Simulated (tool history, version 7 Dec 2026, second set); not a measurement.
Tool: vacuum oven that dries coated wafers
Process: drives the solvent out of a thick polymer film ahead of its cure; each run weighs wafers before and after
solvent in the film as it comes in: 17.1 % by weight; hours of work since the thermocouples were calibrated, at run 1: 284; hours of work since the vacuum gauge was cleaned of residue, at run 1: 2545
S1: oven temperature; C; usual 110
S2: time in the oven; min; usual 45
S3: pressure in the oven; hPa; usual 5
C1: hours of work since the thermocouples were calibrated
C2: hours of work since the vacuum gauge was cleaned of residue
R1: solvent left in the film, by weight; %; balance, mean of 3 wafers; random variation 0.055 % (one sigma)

| run | day | S1 | S2 | S3 | C1 | C2 | R1 |
|---|---|---|---|---|---|---|---|
| 1 | 0 | 110 | 45 | 5 | 284 | 2545 | 3.35 |
| 2 | 5.192 | 110 | 45 | 5 | 372 | 2633 | 3.16 |
| 3 | 7.704 | 110 | 45 | 5 | 415 | 2675 | 3.34 |
| 4 | 11.279 | 110 | 45 | 5 | 475 | 2736 | 3.14 |
| 5 | 13.838 | 110 | 45 | 5 | 518 | 2779 | 3.25 |
| 6 | 18.833 | 110 | 45 | 5 | 603 | 2863 | 3.35 |
|  | 23.504 | vacuum gauge cleaned of residue and calibrated |
| 7 | 23.917 | 110 | 45 | 5 | 688 | 7 | 2.33 |
| 8 | 28.038 | 110 | 45 | 5 | 757 | 77 | 2.21 |
| 9 | 31.558 | 110 | 45 | 5 | 817 | 136 | 2.19 |
| 10 | 36.396 | 110 | 45 | 5 | 899 | 218 | 2.32 |
| 11 | 41.304 | 110 | 61 | 5 | 982 | 301 | 1.42 |
| 12 | 46.567 | 110 | 61 | 5 | 1071 | 390 | 1.52 |
| 13 | 51.054 | 110 | 61 | 5 | 1146 | 466 | 1.5 |
| 14 | 53.512 | 110 | 61 | 5 | 1188 | 507 | 1.46 |
| 15 | 57.025 | 110 | 45 | 5 | 1247 | 567 | 2.4 |
| 16 | 62.242 | 110 | 45 | 5 | 1335 | 655 | 2.38 |
| 17 | 64.488 | 110 | 45 | 5 | 1373 | 693 | 2.38 |
| 18 | 69.529 | 117 | 66 | 5 | 1459 | 778 | 0.71 |
| 19 | 74.317 | 117 | 66 | 5 | 1540 | 859 | 0.79 |
| 20 | 76.838 | 123 | 35 | 3.07 | 1582 | 902 | 0.84 |
| 21 | 79.879 | 99 | 75 | 5.16 | 1634 | 953 | 3.5 |
| 22 | 84.25 | 99 | 75 | 5.16 | 1707 | 1027 | 3.61 |
|  | 86.646 | oven's thermocouples calibrated |
| 23 | 88.138 | 110 | 45 | 2.93 | 25 | 1091 | 2.48 |
| 24 | 91.425 | 101 | 45 | 3.77 | 81 | 1147 | 5.37 |
| 25 | 95.796 | 116 | 28 | 3.77 | 155 | 1221 | 2.84 |
| 26 | 100.892 | 96 | 28 | 4.53 | 241 | 1307 | 9.12 |
| 27 | 106.038 | 115 | 45 | 4.62 | 328 | 1394 | 1.62 |
| 28 | 109.3 | 115 | 45 | 4.62 | 383 | 1449 | 1.68 |
| 29 | 113.867 | 115 | 45 | 4.62 | 460 | 1526 | 1.67 |
| 30 | 116.721 | 115 | 45 | 4.62 | 508 | 1574 | 1.72 |
| 31 | 121.329 | 115 | 45 | 4.62 | 586 | 1652 | 1.7 |
| 32 | 126.433 | 111 | 43 | 5 | 673 | 1739 | 2.76 |
| 33 | 130.496 | 110 | 45 | 3.08 | 741 | 1807 | 2.63 |

How the hidden state differs across the entries between the runs, from the last listed run before each to the first after it:
Between runs 6 and 7: vacuum gauge cleaned of residue and calibrated (day 23.504)
  true wafer temperature over the reading, C: 0.07 -> 0.13; true pressure over the reading, kPa: 1.211 -> -0.001
  measured less the result without the state, R1: +1.03 -> -0.03 %
Between runs 22 and 23: oven's thermocouples calibrated (day 86.646)
  true wafer temperature over the reading, C: 0.81 -> -0.02; true pressure over the reading, kPa: 0.439 -> 0.468
  measured less the result without the state, R1: +0.28 -> +0.41 %
